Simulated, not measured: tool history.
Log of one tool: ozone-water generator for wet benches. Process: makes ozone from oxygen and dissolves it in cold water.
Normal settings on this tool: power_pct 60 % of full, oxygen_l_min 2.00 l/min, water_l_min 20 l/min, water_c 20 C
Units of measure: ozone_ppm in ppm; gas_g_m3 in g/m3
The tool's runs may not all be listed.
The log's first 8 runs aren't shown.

{"run": 9, "hour": 586.3, "power_pct": 74, "oxygen_l_min": 2.0, "water_l_min": 20, "water_c": 20, "ozone_ppm": 10.1, "gas_g_m3": 159.2}
{"hour": 611.6, "done": "water thermometer calibrated"}
{"run": 10, "hour": 658.3, "power_pct": 74, "oxygen_l_min": 2.0, "water_l_min": 20, "water_c": 20, "ozone_ppm": 10.0, "gas_g_m3": 158.3}
{"run": 11, "hour": 744.9, "power_pct": 74, "oxygen_l_min": 2.0, "water_l_min": 20, "water_c": 20, "ozone_ppm": 10.0, "gas_g_m3": 158.9}
{"run": 12, "hour": 838.8, "power_pct": 73, "oxygen_l_min": 2.0, "water_l_min": 20, "water_c": 20, "ozone_ppm": 9.8, "gas_g_m3": 156.7}
{"run": 13, "hour": 900.7, "power_pct": 73, "oxygen_l_min": 2.0, "water_l_min": 20, "water_c": 20, "ozone_ppm": 9.8, "gas_g_m3": 155.9}
{"run": 14, "hour": 988.7, "power_pct": 73, "oxygen_l_min": 2.0, "water_l_min": 20, "water_c": 20, "ozone_ppm": 9.8, "gas_g_m3": 155.6}
{"run": 15, "hour": 1037.2, "power_pct": 73, "oxygen_l_min": 2.0, "water_l_min": 20, "water_c": 20, "ozone_ppm": 9.8, "gas_g_m3": 156.8}
{"run": 16, "hour": 1093.1, "power_pct": 73, "oxygen_l_min": 2.0, "water_l_min": 20, "water_c": 20, "ozone_ppm": 9.9, "gas_g_m3": 156.1}
{"run": 17, "hour": 1174.6, "power_pct": 73, "oxygen_l_min": 2.0, "water_l_min": 20, "water_c": 20, "ozone_ppm": 9.8, "gas_g_m3": 155.1}
{"run": 18, "hour": 1251.1, "power_pct": 73, "oxygen_l_min": 2.0, "water_l_min": 20, "water_c": 20, "ozone_ppm": 10.0, "gas_g_m3": 155.5}
{"run": 19, "hour": 1314.5, "power_pct": 66, "oxygen_l_min": 1.67, "water_l_min": 25, "water_c": 22, "ozone_ppm": 6.7, "gas_g_m3": 154.6}
{"run": 20, "hour": 1379.5, "power_pct": 66, "oxygen_l_min": 2.51, "water_l_min": 31, "water_c": 17, "ozone_ppm": 6.6, "gas_g_m3": 132.9}
{"hour": 1391.4, "done": "contactor cleaned"}
{"run": 21, "hour": 1454.7, "power_pct": 51, "oxygen_l_min": 3.12, "water_l_min": 13, "water_c": 16, "ozone_ppm": 12.9, "gas_g_m3": 100.6}
{"run": 22, "hour": 1522.7, "power_pct": 51, "oxygen_l_min": 3.12, "water_l_min": 29, "water_c": 16, "ozone_ppm": 6.4, "gas_g_m3": 101.8}
{"run": 23, "hour": 1581.6, "power_pct": 50, "oxygen_l_min": 1.3, "water_l_min": 29, "water_c": 25, "ozone_ppm": 4.0, "gas_g_m3": 132.4}
{"run": 24, "hour": 1676.0, "power_pct": 47, "oxygen_l_min": 1.17, "water_l_min": 29, "water_c": 20, "ozone_ppm": 3.6, "gas_g_m3": 130.0}
{"run": 25, "hour": 1756.8, "power_pct": 47, "oxygen_l_min": 1.17, "water_l_min": 29, "water_c": 20, "ozone_ppm": 3.7, "gas_g_m3": 131.0}
{"run": 26, "hour": 1809.2, "power_pct": 60, "oxygen_l_min": 3.09, "water_l_min": 14, "water_c": 20, "ozone_ppm": 13.3, "gas_g_m3": 116.6}
{"run": 27, "hour": 1894.9, "power_pct": 60, "oxygen_l_min": 1.69, "water_l_min": 14, "water_c": 20, "ozone_ppm": 10.9, "gas_g_m3": 139.8}
{"run": 28, "hour": 1990.4, "power_pct": 60, "oxygen_l_min": 2.0, "water_l_min": 20, "water_c": 16, "ozone_ppm": 8.8, "gas_g_m3": 134.1}
{"run": 29, "hour": 2037.6, "power_pct": 60, "oxygen_l_min": 2.0, "water_l_min": 20, "water_c": 16, "ozone_ppm": 8.6, "gas_g_m3": 134.0}
{"run": 30, "hour": 2103.1, "power_pct": 99, "oxygen_l_min": 2.0, "water_l_min": 12, "water_c": 18, "ozone_ppm": 20.1, "gas_g_m3": 201.1}
{"run": 31, "hour": 2177.7, "power_pct": 99, "oxygen_l_min": 2.0, "water_l_min": 12, "water_c": 18, "ozone_ppm": 20.1, "gas_g_m3": 198.3}
{"run": 32, "hour": 2235.3, "power_pct": 74, "oxygen_l_min": 2.0, "water_l_min": 23, "water_c": 19, "ozone_ppm": 8.6, "gas_g_m3": 158.7}

Consider 4 possible next runs. They are alternatives, not a sequence: every one starts from the tool as it was left by run 32. What does each give?
{"run": "A", "hour": 2275.2, "power_pct": 74, "oxygen_l_min": 2.0, "water_l_min": 17, "water_c": 19, "ozone_ppm": "?", "gas_g_m3": "?"}
{"run": "B", "hour": 2275.2, "power_pct": 60, "oxygen_l_min": 1.33, "water_l_min": 20, "water_c": 20, "ozone_ppm": "?", "gas_g_m3": "?"}
{"run": "C", "hour": 2275.2, "power_pct": 46, "oxygen_l_min": 2.0, "water_l_min": 20, "water_c": 20, "ozone_ppm": "?", "gas_g_m3": "?"}
{"run": "D", "hour": 2275.2, "power_pct": 98, "oxygen_l_min": 1.63, "water_l_min": 29, "water_c": 20, "ozone_ppm": "?", "gas_g_m3": "?"}

run=A ozone_ppm=11.7 gas_g_m3=158.4
run=B ozone_ppm=6.8 gas_g_m3=152.8
run=C ozone_ppm=6.7 gas_g_m3=107.5
run=D ozone_ppm=7.8 gas_g_m3=212.7
With the hidden condition removed and each run's random variation left untouched, the same runs would have given:
run=A ozone_ppm=11.7 gas_g_m3=158.6
run=B ozone_ppm=6.9 gas_g_m3=152.9
run=C ozone_ppm=6.7 gas_g_m3=107.6
run=D ozone_ppm=7.8 gas_g_m3=213.0
